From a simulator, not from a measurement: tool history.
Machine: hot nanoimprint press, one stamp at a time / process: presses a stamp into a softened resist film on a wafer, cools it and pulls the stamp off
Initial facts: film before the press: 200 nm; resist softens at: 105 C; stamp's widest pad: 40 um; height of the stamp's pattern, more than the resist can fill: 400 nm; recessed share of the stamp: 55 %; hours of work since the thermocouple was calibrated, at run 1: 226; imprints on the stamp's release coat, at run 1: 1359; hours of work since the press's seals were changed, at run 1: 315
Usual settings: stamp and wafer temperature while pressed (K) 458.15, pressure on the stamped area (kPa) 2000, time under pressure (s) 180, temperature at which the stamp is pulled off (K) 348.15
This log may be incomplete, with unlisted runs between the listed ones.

run     day  stamp and wafer temperature while pressed (K)  pressure on the stamped area (kPa)  time under pressure (s)  temperature at which the stamp is pulled off (K)  hours of work since the thermocouple was calibrated  imprints on the stamp's release coat  hours of work since the press's seals were changed  resist left under the stamp's widest pad (nm)  greatest force while the stamp is pulled off (N)
  1       0                                         458.15                                2000                      180                                            348.15                                                  226                                  1359                                                 315                                           97.4                                               240
  2    0.55                                         458.15                                2000                      180                                            348.15                                                  234                                  1420                                                 323                                           97.1                                               237
  3   0.808                                         458.15                                2000                      180                                            348.15                                                  238                                  1449                                                 327                                           97.3                                               247
  4   1.229                                         458.15                                2630                      180                                            348.15                                                  244                                  1495                                                 333                                           85.8                                               245
  5   1.608                                         458.15                                1310                      180                                            348.15                                                  250                                  1537                                                 339                                          116.1                                               245
  6   1.958                                         458.15                                1310                      180                                            348.15                                                  255                                  1576                                                 344                                          115.4                                               257
  7   2.304                                         458.15                                1310                      180                                            348.15                                                  260                                  1614                                                 349                                          115.9                                               257
  8   2.558                                         458.15                                1310                      180                                            348.15                                                  263                                  1642                                                 353                                            115                                               243
  9   2.946                                         458.15                                1310                      180                                            348.15                                                  269                                  1685                                                 358                                          115.4                                               250
 10   3.429                                         458.15                                2000                      219                                            348.15                                                  276                                  1738                                                 365                                           90.6                                               250
 11   3.954                                         458.15                                2000                      219                                            348.15                                                  284                                  1796                                                 373                                           91.2                                               244
 12     4.3                                         458.15                                2000                      180                                            348.15                                                  289                                  1835                                                 378                                             98                                               252
 13   4.738                                         458.15                                2000                      180                                            341.15                                                  295                                  1883                                                 384                                           97.6                                               286
      5.446  -- stamp cleaned and given a new release coat
 14   5.538                                         465.15                                2000                      180                                            348.15                                                  303                                    10                                                 392                                           76.4                                               196
 15   6.117                                         465.15                                1280                      180                                            348.15                                                  311                                    74                                                 401                                           93.2                                               200
 16   6.633                                         465.15                                1280                      180                                            348.15                                                  319                                   132                                                 408                                           92.2                                               198
 17   6.875                                         465.15                                1280                      180                                            348.15                                                  322                                   158                                                 412                                           94.8                                               198
 18   7.308                                         454.15                                2440                      180                                            338.15                                                  329                                   206                                                 418                                          105.4                                               228
 19   7.692                                         469.15                                1240                      297                                            334.15                                                  334                                   249                                                 423                                           68.4                                               240
 20   8.258                                         446.15                                3070                      180                                            348.15                                                  343                                   312                                                 432                                            126                                               210
 21   8.554                                         446.15                                3070                      180                                            348.15                                                  347                                   344                                                 436                                          127.1                                               208
 22   8.933                                         446.15                                2090                      180                                            348.15                                                  352                                   386                                                 441                                          142.8                                               203
 23   9.167                                         446.15                                2090                      180                                            348.15                                                  356                                   412                                                 445                                          142.1                                               210
 24   9.654                                         446.15                                2090                      180                                            348.15                                                  363                                   466                                                 452                                          142.6                                               210
 25  10.096                                         452.15                                2000                      180                                            353.15                                                  369                                   515                                                 458                                          120.4                                               195
 26  10.608                                         452.15                                2000                      180                                            353.15                                                  377                                   571                                                 466                                          121.3                                               194
 27  10.983                                         452.15                                2000                      180                                            353.15                                                  382                                   613                                                 471                                          120.4                                               200
 28  11.321                                         452.15                                2000                      180                                            353.15                                                  387                                   650                                                 476                                          122.2                                               205
 29  11.596                                         460.15                                1680                      124                                            346.15                                                  391                                   681                                                 480                                            112                                               227
 30  12.012                                         460.15                                1680                      124                                            346.15                                                  397                                   727                                                 486                                          113.7                                               220

Below are 3 alternative next runs, each starting from the tool's condition after run 30. Predict each:
  A  12.504                                         453.15                                1680                      342                                            356.15                                                  404                                   782                                                 493                                              ?                                                 ?
  B  12.504                                         456.15                                2800                      125                                            348.15                                                  404                                   782                                                 493                                              ?                                                 ?
  C  12.504                                         460.15                                1940                      251                                            346.15                                                  404                                   782                                                 493                                              ?                                                 ?

run  resist left under the stamp's widest pad (nm)  greatest force while the stamp is pulled off (N)
  A                                          102.3                                               197
  B                                          106.4                                               211
  C                                           82.1                                               224
Without the tool's hidden state the same runs would have given:
run  resist left under the stamp's widest pad (nm)  greatest force while the stamp is pulled off (N)
  A                                             97                                               170
  B                                          100.4                                               184
  C                                           77.6                                               195
